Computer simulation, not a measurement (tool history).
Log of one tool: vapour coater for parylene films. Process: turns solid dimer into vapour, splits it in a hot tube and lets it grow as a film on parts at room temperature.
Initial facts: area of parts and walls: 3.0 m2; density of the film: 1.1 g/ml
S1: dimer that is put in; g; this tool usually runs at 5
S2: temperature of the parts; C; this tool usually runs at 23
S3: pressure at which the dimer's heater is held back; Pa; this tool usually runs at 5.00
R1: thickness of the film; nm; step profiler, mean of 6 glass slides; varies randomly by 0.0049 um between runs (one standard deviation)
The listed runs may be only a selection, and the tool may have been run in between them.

run   hour  S1  S2     S3    R1
  1    0.0   5  23   5.00   703
  2   13.5   5  23   5.00   705
  3   29.7   5  23   5.19   698
  4   45.7   5  23   5.88   677
  5   62.7   5  23   5.88   673
  6   70.6   5  23   5.88   665
  7   80.7   5  23   5.88   663
  8   92.7   6  23   5.00   832
  9  108.2   6  23   5.00   817
 10  115.6   6  23   4.90   829
 11  129.3   6  23   4.90   817
 12  137.2   6  23   4.90   822
 13  152.7   6  23   4.90   824
 14  163.1   3  23   5.00   412
 15  171.5   5  19   5.00   750
 16  188.1   5  19   5.00   748
 17  199.3   5  19   5.00   738
 18  209.1   5  19   5.00   743
 19  216.7   5  19   5.00   736
 20  230.9   5  19   5.00   734
 21  240.3   5  33   5.00   508
 22  250.8   5  33   5.00   496
 23  261.6   5  23   5.00   646
 24  274.9   5  23   5.00   659
 25  288.0   7  22   3.95   986
 26  304.2   5  33   6.08   471
 27  312.0   5  20   6.08   670
 28  322.9   5  17   5.00   751
 29  337.7   5  17   5.00   752
     339.9  -- table's thermometer calibrated
 30  345.8   5  17   5.00   745
 31  362.3   5  20   7.68   623
 32  370.3   5  20   7.68   637
 33  378.1   6  32  11.22   513
 34  388.3   5  20   3.22   750
 35  398.2   3  24   3.22   398
 36  408.5   3  24   3.22   406
 37  423.6   3  24   3.22   392
 38  434.0   2  21   5.00   265
     437.5  -- table's thermometer calibrated, once more
     441.5  -- trap's valve overhauled
 39  455.2   3  20   5.00   474
 40  466.6   9  21   3.09  1517
 41  474.5   7  18   3.86  1230
 42  482.9   7  18   3.86  1224
 43  494.0   5  33   5.00   554
 44  508.9   3  33   5.00   322
 45  526.2   2  29   2.29   283
 46  534.8   6  27   2.41   891

What if the next run were any one of these 3? Each begins from the tool's condition after run 46:
  A  549.4   2  17  3.47   ?
  B  549.4   2  31  5.43   ?
  C  549.4   5  23  4.00   ?

run   R1
  A  366
  B  230
  C  740
Without the tool's unlogged condition, the same runs would have read:
run   R1
  A  377
  B  237
  C  763
